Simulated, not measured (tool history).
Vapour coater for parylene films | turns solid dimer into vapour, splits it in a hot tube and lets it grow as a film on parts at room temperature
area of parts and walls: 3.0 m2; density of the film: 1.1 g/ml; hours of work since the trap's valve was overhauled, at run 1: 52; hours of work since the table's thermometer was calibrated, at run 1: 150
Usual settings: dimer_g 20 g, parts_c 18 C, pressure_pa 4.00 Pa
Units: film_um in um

| run | hour | dimer_g | parts_c | pressure_pa | hours of work since the trap's valve was overhauled | hours of work since the table's thermometer was calibrated | film_um |
|---|---|---|---|---|---|---|---|
| 1 | 0.0 | 20 | 18 | 4.00 | 52 | 150 | 2.79 |
| 2 | 46.7 | 19 | 18 | 4.00 | 92 | 190 | 2.61 |
| 3 | 95.0 | 19 | 18 | 4.00 | 133 | 231 | 2.57 |
| 4 | 130.8 | 19 | 18 | 4.00 | 163 | 261 | 2.49 |
| 5 | 184.2 | 20 | 18 | 4.00 | 209 | 306 | 2.65 |
|  | 192.4 | trap's valve overhauled |
| 6 | 244.4 | 18 | 18 | 4.00 | 44 | 354 | 2.53 |
| 7 | 279.9 | 20 | 15 | 4.00 | 74 | 384 | 3.09 |
| 8 | 311.1 | 20 | 15 | 4.00 | 101 | 411 | 3.03 |
| 9 | 340.9 | 20 | 18 | 3.91 | 126 | 436 | 2.69 |
| 10 | 369.4 | 20 | 18 | 11.52 | 150 | 460 | 2.48 |
| 11 | 402.5 | 31 | 18 | 4.00 | 178 | 488 | 4.18 |
|  | 442.8 | trap's valve overhauled |
| 12 | 456.1 | 31 | 18 | 4.00 | 11 | 530 | 4.35 |
| 13 | 499.1 | 32 | 18 | 4.00 | 48 | 567 | 4.42 |
| 14 | 555.2 | 32 | 18 | 4.00 | 95 | 614 | 4.38 |
| 15 | 605.2 | 10 | 18 | 10.58 | 138 | 657 | 1.28 |
| 16 | 649.2 | 22 | 18 | 8.29 | 175 | 694 | 2.86 |
| 17 | 682.4 | 36 | 18 | 7.11 | 203 | 722 | 4.60 |
|  | 693.7 | trap's valve overhauled |
| 18 | 734.6 | 36 | 18 | 7.11 | 35 | 763 | 4.80 |
| 19 | 777.7 | 20 | 11 | 4.36 | 71 | 800 | 3.58 |
| 20 | 801.3 | 22 | 17 | 5.44 | 91 | 820 | 3.07 |
| 21 | 841.1 | 19 | 21 | 5.44 | 125 | 854 | 2.21 |
| 22 | 870.7 | 20 | 18 | 2.13 | 150 | 879 | 2.80 |
| 23 | 894.0 | 12 | 14 | 10.59 | 170 | 899 | 1.77 |
| 24 | 928.7 | 29 | 14 | 10.59 | 199 | 928 | 4.29 |
|  | 946.6 | trap's valve overhauled |
| 25 | 983.8 | 29 | 14 | 10.59 | 32 | 971 | 4.48 |
| 26 | 1015.3 | 16 | 18 | 5.54 | 58 | 998 | 2.18 |
| 27 | 1066.7 | 18 | 12 | 3.78 | 102 | 1042 | 3.13 |
| 28 | 1121.4 | 18 | 23 | 3.78 | 148 | 1088 | 2.05 |

Forecast each of these 5 alternatives for the next run:
| A | 1167.6 | 17 | 23 | 3.78 | 188 | 1127 | ? |
| B | 1167.6 | 19 | 23 | 7.32 | 188 | 1127 | ? |
| C | 1167.6 | 34 | 18 | 3.96 | 188 | 1127 | ? |
| D | 1167.6 | 16 | 17 | 2.19 | 188 | 1127 | ? |
| E | 1167.6 | 9 | 16 | 3.63 | 188 | 1127 | ? |

| run | film_um |
|---|---|
| A | 1.89 |
| B | 2.03 |
| C | 4.59 |
| D | 2.34 |
| E | 1.34 |
Without the tool's hidden state the same runs would have given:
| run | film_um |
|---|---|
| A | 1.96 |
| B | 2.09 |
| C | 4.74 |
| D | 2.42 |
| E | 1.38 |
